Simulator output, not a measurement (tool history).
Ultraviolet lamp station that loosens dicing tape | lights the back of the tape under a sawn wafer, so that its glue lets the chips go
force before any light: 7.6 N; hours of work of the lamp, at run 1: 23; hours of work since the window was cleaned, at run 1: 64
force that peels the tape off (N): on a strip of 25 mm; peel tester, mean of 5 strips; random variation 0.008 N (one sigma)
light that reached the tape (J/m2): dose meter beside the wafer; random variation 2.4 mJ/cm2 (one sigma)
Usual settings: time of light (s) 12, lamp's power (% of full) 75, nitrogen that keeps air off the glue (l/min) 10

| run | hour | time of light (s) | lamp's power (% of full) | nitrogen that keeps air off the glue (l/min) | hours of work of the lamp | hours of work since the window was cleaned | force that peels the tape off (N) | light that reached the tape (J/m2) |
|---|---|---|---|---|---|---|---|---|
| 1 | 0 | 12 | 75 | 10 | 23 | 64 | 0.327 | 2450 |
| 2 | 8.6 | 12 | 75 | 10 | 28 | 70 | 0.315 | 2440 |
| 3 | 18.9 | 12 | 75 | 10 | 34 | 76 | 0.334 | 2460 |
| 4 | 27.6 | 12 | 75 | 10 | 39 | 81 | 0.332 | 2420 |
| 5 | 32.6 | 12 | 83 | 10 | 42 | 84 | 0.285 | 2680 |
| 6 | 42.9 | 12 | 75 | 10 | 48 | 90 | 0.33 | 2370 |
| 7 | 48.7 | 12 | 75 | 10 | 52 | 94 | 0.347 | 2390 |
| 8 | 58.1 | 12 | 75 | 10 | 57 | 99 | 0.357 | 2460 |
| 9 | 68.1 | 10 | 75 | 7 | 63 | 105 | 0.597 | 2040 |
| 10 | 72.8 | 10 | 75 | 7 | 66 | 108 | 0.603 | 2030 |
| 11 | 77.7 | 6 | 75 | 7 | 69 | 111 | 1.582 | 1170 |
| 12 | 82 | 21 | 62 | 13 | 72 | 114 | 0.199 | 3500 |
| 13 | 87.8 | 21 | 62 | 13 | 75 | 117 | 0.189 | 3480 |
| 14 | 92.1 | 21 | 75 | 4 | 78 | 120 | 0.227 | 4160 |

4 ways to go on from here, each from the tool as it stands after run 14. What would each give?
| A | 97.5 | 11 | 75 | 5 | 81 | 123 | ? | ? |
| B | 97.5 | 21 | 89 | 4 | 81 | 123 | ? | ? |
| C | 97.5 | 11 | 82 | 4 | 81 | 123 | ? | ? |
| D | 97.5 | 7 | 75 | 10 | 81 | 123 | ? | ? |

| run | force that peels the tape off (N) | light that reached the tape (J/m2) |
|---|---|---|
| A | 0.641 | 2190 |
| B | 0.191 | 5000 |
| C | 0.644 | 2410 |
| D | 1.015 | 1380 |
Without the tool's hidden state the same runs would have given:
| run | force that peels the tape off (N) | light that reached the tape (J/m2) |
|---|---|---|
| A | 0.578 | 2300 |
| B | 0.185 | 5260 |
| C | 0.581 | 2540 |
| D | 0.926 | 1450 |
